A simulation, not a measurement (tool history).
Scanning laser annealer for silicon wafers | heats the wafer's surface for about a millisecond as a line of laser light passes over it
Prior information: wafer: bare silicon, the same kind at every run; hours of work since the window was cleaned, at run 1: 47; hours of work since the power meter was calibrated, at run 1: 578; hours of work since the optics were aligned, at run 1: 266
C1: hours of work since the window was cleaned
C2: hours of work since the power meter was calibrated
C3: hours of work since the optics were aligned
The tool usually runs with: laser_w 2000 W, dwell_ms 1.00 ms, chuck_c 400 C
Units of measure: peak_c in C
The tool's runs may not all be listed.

{"run": 1, "hour": 0.0, "laser_w": 2000, "dwell_ms": 1.0, "chuck_c": 400, "C1": 47, "C2": 578, "C3": 266, "peak_c": 1129}
{"run": 2, "hour": 24.9, "laser_w": 2000, "dwell_ms": 1.0, "chuck_c": 400, "C1": 57, "C2": 589, "C3": 277, "peak_c": 1126}
{"run": 3, "hour": 58.3, "laser_w": 1736, "dwell_ms": 1.0, "chuck_c": 400, "C1": 70, "C2": 602, "C3": 290, "peak_c": 1011}
{"run": 4, "hour": 91.7, "laser_w": 1736, "dwell_ms": 1.0, "chuck_c": 400, "C1": 84, "C2": 616, "C3": 304, "peak_c": 1011}
{"run": 5, "hour": 112.0, "laser_w": 2000, "dwell_ms": 1.0, "chuck_c": 400, "C1": 92, "C2": 624, "C3": 312, "peak_c": 1130}
{"run": 6, "hour": 138.7, "laser_w": 2000, "dwell_ms": 1.0, "chuck_c": 400, "C1": 103, "C2": 635, "C3": 323, "peak_c": 1125}
{"run": 7, "hour": 170.4, "laser_w": 2000, "dwell_ms": 1.0, "chuck_c": 400, "C1": 116, "C2": 648, "C3": 336, "peak_c": 1126}
{"run": 8, "hour": 204.4, "laser_w": 1996, "dwell_ms": 1.0, "chuck_c": 400, "C1": 130, "C2": 662, "C3": 350, "peak_c": 1125}
{"run": 9, "hour": 218.9, "laser_w": 1765, "dwell_ms": 0.97, "chuck_c": 400, "C1": 136, "C2": 668, "C3": 356, "peak_c": 1011}
{"run": 10, "hour": 236.2, "laser_w": 1909, "dwell_ms": 0.88, "chuck_c": 426, "C1": 143, "C2": 675, "C3": 363, "peak_c": 1067}
{"hour": 242.9, "done": "optics aligned, line set to its width"}
{"run": 11, "hour": 271.7, "laser_w": 2000, "dwell_ms": 1.0, "chuck_c": 426, "C1": 156, "C2": 688, "C3": 12, "peak_c": 1147}
{"run": 12, "hour": 286.5, "laser_w": 2152, "dwell_ms": 1.0, "chuck_c": 426, "C1": 162, "C2": 694, "C3": 18, "peak_c": 1211}
{"run": 13, "hour": 318.9, "laser_w": 2165, "dwell_ms": 1.05, "chuck_c": 384, "C1": 175, "C2": 707, "C3": 31, "peak_c": 1197}
{"run": 14, "hour": 339.5, "laser_w": 1703, "dwell_ms": 1.0, "chuck_c": 400, "C1": 183, "C2": 715, "C3": 40, "peak_c": 993}
{"run": 15, "hour": 356.1, "laser_w": 1755, "dwell_ms": 0.85, "chuck_c": 410, "C1": 190, "C2": 722, "C3": 46, "peak_c": 970}
{"run": 16, "hour": 391.0, "laser_w": 1755, "dwell_ms": 0.85, "chuck_c": 410, "C1": 205, "C2": 736, "C3": 61, "peak_c": 969}

3 options for the next run, each taken on its own from the tool as it stands now. Forecast them:
{"hour": 407.7, "done": "optics aligned, line set to its width, once more"}
{"run": "A", "hour": 429.1, "laser_w": 1836, "dwell_ms": 0.91, "chuck_c": 400, "C1": 218, "C2": 750, "C3": 9, "peak_c": "?"}
{"hour": 407.7, "done": "optics aligned, line set to its width, once more"}
{"run": "B", "hour": 429.1, "laser_w": 2000, "dwell_ms": 1.0, "chuck_c": 390, "C1": 218, "C2": 750, "C3": 9, "peak_c": "?"}
{"hour": 407.7, "done": "optics aligned, line set to its width, once more"}
{"run": "C", "hour": 429.1, "laser_w": 2000, "dwell_ms": 1.0, "chuck_c": 429, "C1": 218, "C2": 750, "C3": 9, "peak_c": "?"}

run=A peak_c=1019
run=B peak_c=1115
run=C peak_c=1157
Stripped of hidden state, with their random variation kept, the same runs would have yielded:
run=A peak_c=1034
run=B peak_c=1133
run=C peak_c=1174
